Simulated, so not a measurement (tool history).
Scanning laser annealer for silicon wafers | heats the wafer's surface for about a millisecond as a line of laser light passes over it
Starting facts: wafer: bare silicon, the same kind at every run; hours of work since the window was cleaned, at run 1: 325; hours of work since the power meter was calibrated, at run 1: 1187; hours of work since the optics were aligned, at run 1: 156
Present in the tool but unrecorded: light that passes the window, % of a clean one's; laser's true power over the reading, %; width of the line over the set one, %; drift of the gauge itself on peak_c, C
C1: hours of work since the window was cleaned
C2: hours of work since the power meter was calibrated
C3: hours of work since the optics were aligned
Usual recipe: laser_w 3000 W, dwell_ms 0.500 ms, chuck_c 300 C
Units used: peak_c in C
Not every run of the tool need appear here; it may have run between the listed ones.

run 1 hour=0.0 | laser_w=3000 dwell_ms=0.500 chuck_c=300 | C1=325 C2=1187 C3=156 | peak_c=1033
run 2 hour=42.1 | laser_w=3000 dwell_ms=0.500 chuck_c=300 | C1=354 C2=1216 C3=185 | peak_c=1031
run 3 hour=79.7 | laser_w=3000 dwell_ms=0.500 chuck_c=300 | C1=380 C2=1242 C3=211 | peak_c=1031
-- hour=86.1 laser's power meter calibrated
run 4 hour=111.3 | laser_w=3000 dwell_ms=0.500 chuck_c=300 | C1=400 C2=17 C3=231 | peak_c=1037
run 5 hour=164.2 | laser_w=3000 dwell_ms=0.398 chuck_c=300 | C1=436 C2=54 C3=268 | peak_c=955
run 6 hour=193.8 | laser_w=3000 dwell_ms=0.500 chuck_c=300 | C1=457 C2=75 C3=288 | peak_c=1029
run 7 hour=222.9 | laser_w=3169 dwell_ms=0.398 chuck_c=336 | C1=477 C2=95 C3=308 | peak_c=1025
run 8 hour=264.5 | laser_w=2586 dwell_ms=0.580 chuck_c=322 | C1=506 C2=123 C3=337 | peak_c=1005
run 9 hour=319.5 | laser_w=2586 dwell_ms=0.580 chuck_c=322 | C1=544 C2=161 C3=375 | peak_c=1003
-- hour=347.8 laser's power meter calibrated, once more
run 10 hour=371.4 | laser_w=2586 dwell_ms=0.580 chuck_c=322 | C1=578 C2=16 C3=409 | peak_c=995
run 11 hour=424.0 | laser_w=2586 dwell_ms=0.580 chuck_c=322 | C1=614 C2=53 C3=445 | peak_c=994

3 options for the next run, each taken on its own from the tool as it stands now. Forecast them:
run A hour=473.2 | laser_w=3145 dwell_ms=0.428 chuck_c=322 | C1=648 C2=87 C3=479 | peak_c=?
run B hour=473.2 | laser_w=2569 dwell_ms=0.510 chuck_c=322 | C1=648 C2=87 C3=479 | peak_c=?
run C hour=473.2 | laser_w=2847 dwell_ms=0.389 chuck_c=267 | C1=648 C2=87 C3=479 | peak_c=?

run=A peak_c=1010
run=B peak_c=948
run=C peak_c=870
Stripped of hidden state, with their random variation kept, the same runs would have yielded:
run=A peak_c=1028
run=B peak_c=964
run=C peak_c=885
